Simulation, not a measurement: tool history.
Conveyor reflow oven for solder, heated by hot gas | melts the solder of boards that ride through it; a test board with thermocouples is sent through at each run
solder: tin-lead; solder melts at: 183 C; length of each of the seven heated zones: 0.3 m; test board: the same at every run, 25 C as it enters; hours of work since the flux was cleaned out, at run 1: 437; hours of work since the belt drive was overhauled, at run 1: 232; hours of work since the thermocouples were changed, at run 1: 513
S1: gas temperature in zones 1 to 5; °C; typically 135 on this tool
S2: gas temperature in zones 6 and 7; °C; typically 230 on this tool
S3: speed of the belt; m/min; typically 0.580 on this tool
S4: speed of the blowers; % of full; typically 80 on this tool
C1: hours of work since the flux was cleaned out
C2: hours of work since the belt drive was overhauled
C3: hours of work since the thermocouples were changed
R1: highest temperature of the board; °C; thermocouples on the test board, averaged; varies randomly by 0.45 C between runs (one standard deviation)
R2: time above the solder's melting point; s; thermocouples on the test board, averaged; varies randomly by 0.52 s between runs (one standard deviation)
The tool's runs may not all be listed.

Run 1, day 0.000: usual settings; C1 437; C2 232; C3 513. Result: R1 211.9 °C, R2 41.7 s.
Run 2, day 0.550: usual settings; C1 447; C2 243; C3 523. Result: R1 212.3 °C, R2 42.2 s.
Run 3, day 1.188: usual settings; C1 459; C2 255; C3 535. Result: R1 212.3 °C, R2 42.0 s.
Run 4, day 1.583: usual settings; C1 466; C2 262; C3 543. Result: R1 212.3 °C, R2 41.4 s.
Run 5, day 2.175: usual settings; C1 477; C2 273; C3 554. Result: R1 211.8 °C, R2 41.6 s.
Run 6, day 2.571: usual settings; C1 485; C2 280; C3 561. Result: R1 212.3 °C, R2 41.8 s.
Run 7, day 3.054: usual settings; C1 493; C2 289; C3 570. Result: R1 211.7 °C, R2 40.4 s.
At day 3.475: flux residue cleaned out of gas plates and filters.
Run 8, day 3.896: usual settings but S4 83 % of full; C1 8; C2 301; C3 582. Result: R1 212.7 °C, R2 43.1 s.
Run 9, day 4.538: usual settings but S1 146 °C, S4 83 % of full; C1 20; C2 313; C3 594. Result: R1 214.7 °C, R2 47.8 s.
Run 10, day 5.058: usual settings but S4 83 % of full; C1 29; C2 323; C3 603. Result: R1 212.6 °C, R2 43.0 s.
Run 11, day 5.583: usual settings; C1 39; C2 332; C3 613. Result: R1 212.6 °C, R2 42.2 s.
Run 12, day 6.354: usual settings; C1 53; C2 347; C3 627. Result: R1 211.6 °C, R2 42.3 s.
Run 13, day 6.762: usual settings but S1 123 °C; C1 61; C2 354; C3 635. Result: R1 209.8 °C, R2 37.5 s.
Run 14, day 7.471: usual settings but S1 123 °C; C1 74; C2 367; C3 648. Result: R1 210.1 °C, R2 37.8 s.
Run 15, day 8.117: usual settings but S1 123 °C; C1 86; C2 379; C3 660. Result: R1 209.8 °C, R2 37.5 s.
Run 16, day 8.542: usual settings but S1 146 °C, S2 235 °C, S3 0.684 m/min, S4 52 % of full; C1 94; C2 387; C3 668. Result: R1 204.8 °C, R2 30.3 s.
Run 17, day 9.029: usual settings but S1 150 °C, S2 236 °C, S3 0.684 m/min, S4 52 % of full; C1 103; C2 396; C3 677. Result: R1 206.2 °C, R2 33.0 s.
Run 18, day 9.575: usual settings but S1 150 °C, S2 236 °C, S3 0.679 m/min, S4 52 % of full; C1 113; C2 406; C3 687. Result: R1 207.9 °C, R2 33.5 s.
Run 19, day 10.192: usual settings but S2 240 °C, S4 81 % of full; C1 125; C2 418; C3 699. Result: R1 221.6 °C, R2 47.5 s.
Run 20, day 10.758: usual settings but S2 240 °C, S3 0.640 m/min, S4 85 % of full; C1 135; C2 428; C3 709. Result: R1 218.8 °C, R2 40.9 s.
Run 21, day 11.088: usual settings but S1 125 °C, S2 237 °C, S3 0.532 m/min; C1 141; C2 435; C3 715. Result: R1 218.7 °C, R2 49.2 s.
Run 22, day 11.579: usual settings but S1 125 °C, S2 236 °C, S3 0.532 m/min, S4 76 % of full; C1 151; C2 444; C3 724. Result: R1 217.4 °C, R2 46.6 s.
Run 23, day 12.188: usual settings but S1 133 °C, S2 239 °C; C1 162; C2 455; C3 736. Result: R1 219.3 °C, R2 47.3 s.
Run 24, day 12.600: usual settings but S2 220 °C; C1 169; C2 463; C3 743. Result: R1 203.3 °C, R2 34.9 s.
Run 25, day 13.238: usual settings but S2 238 °C, S4 77 % of full; C1 181; C2 474; C3 755. Result: R1 217.7 °C, R2 46.0 s.
Run 26, day 13.750: usual settings but S2 238 °C, S4 77 % of full; C1 191; C2 484; C3 765. Result: R1 218.7 °C, R2 46.4 s.

4 ways to go on from here, each from the tool as it stands after run 26. What would each give?
Run A, day 14.271: usual settings but S1 136 °C, S2 228 °C, S4 59 % of full; C1 201; C2 494; C3 774. Result: R1 ?, R2 ?.
Run B, day 14.271: usual settings but S2 235 °C, S4 77 % of full; C1 201; C2 494; C3 774. Result: R1 ?, R2 ?.
Run C, day 14.271: usual settings but S1 145 °C, S2 222 °C, S3 0.463 m/min, S4 77 % of full; C1 201; C2 494; C3 774. Result: R1 ?, R2 ?.
Run D, day 14.271: usual settings but S1 141 °C, S2 243 °C, S3 0.520 m/min, S4 77 % of full; C1 201; C2 494; C3 774. Result: R1 ?, R2 ?.

run     R1    R2
  A  205.7  35.9
  B  215.3  44.0
  C  212.5  58.1
  D  227.0  58.8
What these runs would have given with no unlogged condition in the tool:
run     R1    R2
  A  206.0  36.2
  B  215.6  44.1
  C  212.7  58.3
  D  227.3  58.9

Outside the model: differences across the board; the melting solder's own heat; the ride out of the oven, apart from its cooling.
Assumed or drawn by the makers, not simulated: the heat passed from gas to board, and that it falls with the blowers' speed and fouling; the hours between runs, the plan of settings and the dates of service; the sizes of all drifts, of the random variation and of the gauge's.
